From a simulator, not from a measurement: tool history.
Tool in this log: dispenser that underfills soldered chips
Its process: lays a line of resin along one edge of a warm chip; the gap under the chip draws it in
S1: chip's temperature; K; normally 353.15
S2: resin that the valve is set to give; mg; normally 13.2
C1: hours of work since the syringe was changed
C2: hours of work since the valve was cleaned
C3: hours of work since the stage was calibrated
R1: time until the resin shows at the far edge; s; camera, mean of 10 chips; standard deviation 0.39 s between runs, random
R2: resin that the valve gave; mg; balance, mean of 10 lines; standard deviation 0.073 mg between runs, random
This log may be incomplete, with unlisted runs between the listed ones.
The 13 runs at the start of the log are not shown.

run 14 hour=184.2 | S1=341.15 S2=13.2 | C1=11 C2=18 C3=334 | R1=92.2 R2=12.98
-- hour=185.5 new syringe of resin
run 15 hour=193.8 | S1=353.15 S2=11.9 | C1=5 C2=23 C3=340 | R1=35.8 R2=11.60
run 16 hour=201.8 | S1=353.15 S2=13.4 | C1=10 C2=29 C3=345 | R1=50.7 R2=13.08
-- hour=204.4 new syringe of resin
run 17 hour=215.4 | S1=353.15 S2=13.4 | C1=7 C2=37 C3=354 | R1=39.5 R2=12.93
-- hour=222.9 new syringe of resin
run 18 hour=222.9 | S1=353.15 S2=12.4 | C1=0 C2=42 C3=359 | R1=23.3 R2=11.96
run 19 hour=235.0 | S1=345.15 S2=11.4 | C1=8 C2=49 C3=366 | R1=60.1 R2=11.07
-- hour=241.3 new syringe of resin
run 20 hour=245.9 | S1=362.15 S2=15.2 | C1=3 C2=56 C3=373 | R1=19.6 R2=14.47
run 21 hour=258.7 | S1=354.15 S2=15.2 | C1=11 C2=64 C3=381 | R1=51.0 R2=14.45
-- hour=259.9 new syringe of resin
run 22 hour=271.8 | S1=354.15 S2=15.2 | C1=8 C2=72 C3=389 | R1=39.5 R2=14.22
-- hour=278.4 new syringe of resin
run 23 hour=285.6 | S1=353.15 S2=11.9 | C1=5 C2=81 C3=398 | R1=33.7 R2=11.04
-- hour=297.3 new syringe of resin
run 24 hour=299.4 | S1=349.15 S2=14.8 | C1=1 C2=90 C3=406 | R1=29.4 R2=13.46
-- hour=312.2 dispensing valve cleaned and set on the balance
run 25 hour=313.5 | S1=366.15 S2=15.0 | C1=10 C2=1 C3=415 | R1=26.5 R2=15.03
-- hour=317.3 new syringe of resin
run 26 hour=328.3 | S1=345.15 S2=12.0 | C1=7 C2=10 C3=424 | R1=56.0 R2=11.93
-- hour=335.4 new syringe of resin
run 27 hour=337.4 | S1=348.15 S2=14.8 | C1=1 C2=16 C3=430 | R1=30.8 R2=14.54
run 28 hour=349.9 | S1=363.15 S2=15.8 | C1=9 C2=24 C3=438 | R1=28.8 R2=15.46
-- hour=353.8 new syringe of resin
run 29 hour=358.9 | S1=344.15 S2=15.5 | C1=3 C2=29 C3=443 | R1=43.1 R2=15.04
run 30 hour=370.3 | S1=344.15 S2=14.8 | C1=11 C2=36 C3=451 | R1=75.5 R2=14.27
-- hour=373.1 new syringe of resin
run 31 hour=386.8 | S1=353.15 S2=13.0 | C1=9 C2=47 C3=461 | R1=44.9 R2=12.52
-- hour=391.6 new syringe of resin
run 32 hour=398.7 | S1=353.15 S2=13.0 | C1=5 C2=54 C3=468 | R1=32.2 R2=12.34
-- hour=410.5 new syringe of resin
run 33 hour=411.2 | S1=353.15 S2=13.0 | C1=0 C2=62 C3=476 | R1=24.5 R2=12.19
run 34 hour=426.3 | S1=347.15 S2=11.6 | C1=10 C2=72 C3=486 | R1=66.2 R2=10.94
-- hour=428.9 new syringe of resin
run 35 hour=438.5 | S1=347.15 S2=11.6 | C1=6 C2=79 C3=493 | R1=50.4 R2=10.76

Forecast each of these 3 alternatives for the next run:
-- hour=447.4 new syringe of resin
run A hour=456.3 | S1=344.15 S2=14.9 | C1=6 C2=90 C3=504 | R1=? R2=?
-- hour=447.4 new syringe of resin
run B hour=456.3 | S1=357.15 S2=13.2 | C1=6 C2=90 C3=504 | R1=? R2=?
-- hour=447.4 new syringe of resin
run C hour=456.3 | S1=363.15 S2=15.2 | C1=6 C2=90 C3=504 | R1=? R2=?

run=A R1=52.2 R2=13.75
run=B R1=29.4 R2=12.17
run=C R1=21.8 R2=13.99
The same runs, with their run-to-run variation unchanged, on a tool lacking any hidden condition would have given:
run=A R1=37.8 R2=14.91
run=B R1=20.9 R2=13.20
run=C R1=15.4 R2=15.17
